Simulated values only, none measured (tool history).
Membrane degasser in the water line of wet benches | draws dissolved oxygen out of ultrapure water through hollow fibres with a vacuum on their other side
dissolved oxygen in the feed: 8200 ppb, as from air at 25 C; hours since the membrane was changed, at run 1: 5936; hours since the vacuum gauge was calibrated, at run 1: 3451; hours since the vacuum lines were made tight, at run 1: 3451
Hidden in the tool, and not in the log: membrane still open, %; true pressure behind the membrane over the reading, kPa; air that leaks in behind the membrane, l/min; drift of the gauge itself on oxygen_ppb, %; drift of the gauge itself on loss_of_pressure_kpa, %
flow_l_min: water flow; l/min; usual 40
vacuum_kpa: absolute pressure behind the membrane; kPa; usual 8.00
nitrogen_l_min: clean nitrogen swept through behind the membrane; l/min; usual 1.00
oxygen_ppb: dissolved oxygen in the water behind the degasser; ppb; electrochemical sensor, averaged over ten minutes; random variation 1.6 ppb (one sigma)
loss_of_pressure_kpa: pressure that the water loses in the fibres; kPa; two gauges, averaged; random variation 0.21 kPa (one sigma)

run	hour	flow_l_min	vacuum_kpa	nitrogen_l_min	hours since the membrane was changed	hours since the vacuum gauge was calibrated	hours since the vacuum lines were made tight	oxygen_ppb	loss_of_pressure_kpa
1	0.0	40	8.00	1.00	5936	3451	3451	391.7	52.22
2	81.9	40	8.00	1.00	6018	3533	3533	391.6	52.40
3	217.7	40	8.00	1.80	6154	3669	3669	244.6	52.27
4	295.5	40	8.00	1.80	6232	3747	3747	246.0	52.41
5	437.2	40	8.00	1.80	6374	3888	3888	247.1	52.19
6	580.4	40	8.00	1.80	6517	4032	4032	248.8	52.85
7	719.0	40	8.00	1.80	6655	4170	4170	248.5	52.58
8	844.4	40	16.91	1.00	6781	4296	4296	1019.8	52.79
9	949.9	40	16.91	1.00	6886	4401	4401	1014.4	52.72
10	1111.8	40	16.91	1.00	7048	4563	4563	1014.9	52.28
11	1261.4	40	5.89	1.00	7198	4713	4713	240.0	52.94
# hour 1323.0: vacuum gauge calibrated
12	1380.3	40	5.89	1.00	7316	57	4831	221.1	52.76
13	1455.2	40	6.07	1.00	7391	132	4906	235.6	52.98
14	1527.0	40	8.00	1.00	7463	204	4978	383.0	53.09
15	1654.8	40	8.00	1.00	7591	332	5106	379.6	53.17
16	1807.6	40	8.00	1.00	7744	485	5258	381.7	52.64
17	1961.7	40	15.37	1.00	7898	639	5412	898.9	53.12
18	2047.0	47	8.00	1.00	7983	724	5498	438.0	62.80
19	2192.3	47	8.00	1.00	8128	869	5643	439.1	62.46
20	2336.6	40	8.00	0.86	8273	1014	5787	429.3	53.15
21	2493.1	33	19.50	1.00	8429	1170	5944	1013.4	44.30
22	2625.2	42	8.00	1.00	8561	1302	6076	406.8	55.75
23	2770.8	42	8.00	1.00	8707	1448	6222	402.2	56.15
24	2932.0	58	11.27	1.69	8868	1609	6383	579.2	77.42
25	3053.4	44	11.97	0.73	8989	1730	6504	909.2	58.78
26	3191.6	40	5.25	0.91	9127	1869	6642	192.9	53.67
27	3347.0	37	8.00	2.94	9283	2024	6798	148.0	49.53
28	3483.9	37	8.00	2.94	9420	2161	6935	149.3	49.41
29	3609.2	62	9.37	0.93	9545	2286	7060	741.9	83.14
30	3737.2	62	9.37	0.41	9673	2414	7188	1165.1	83.59
31	3813.3	46	9.37	1.64	9749	2490	7264	378.5	61.67
32	3927.8	56	9.59	1.64	9864	2605	7379	477.4	75.05

4 ways to go on from here, each from the tool as it stands after run 32. What would each give?
A	4014.0	56	9.59	0.53	9950	2691	7465	?	?
B	4014.0	40	14.87	1.00	9950	2691	7465	?	?
C	4014.0	29	9.59	0.79	9950	2691	7465	?	?
D	4014.0	31	8.00	0.56	9950	2691	7465	?	?

run	oxygen_ppb	loss_of_pressure_kpa
A	981.1	75.16
B	872.0	53.29
C	472.5	38.61
D	494.2	41.66
Without the tool's hidden state the same runs would have given:
run	oxygen_ppb	loss_of_pressure_kpa
A	954.1	70.33
B	855.8	49.85
C	457.9	36.10
D	477.0	38.98

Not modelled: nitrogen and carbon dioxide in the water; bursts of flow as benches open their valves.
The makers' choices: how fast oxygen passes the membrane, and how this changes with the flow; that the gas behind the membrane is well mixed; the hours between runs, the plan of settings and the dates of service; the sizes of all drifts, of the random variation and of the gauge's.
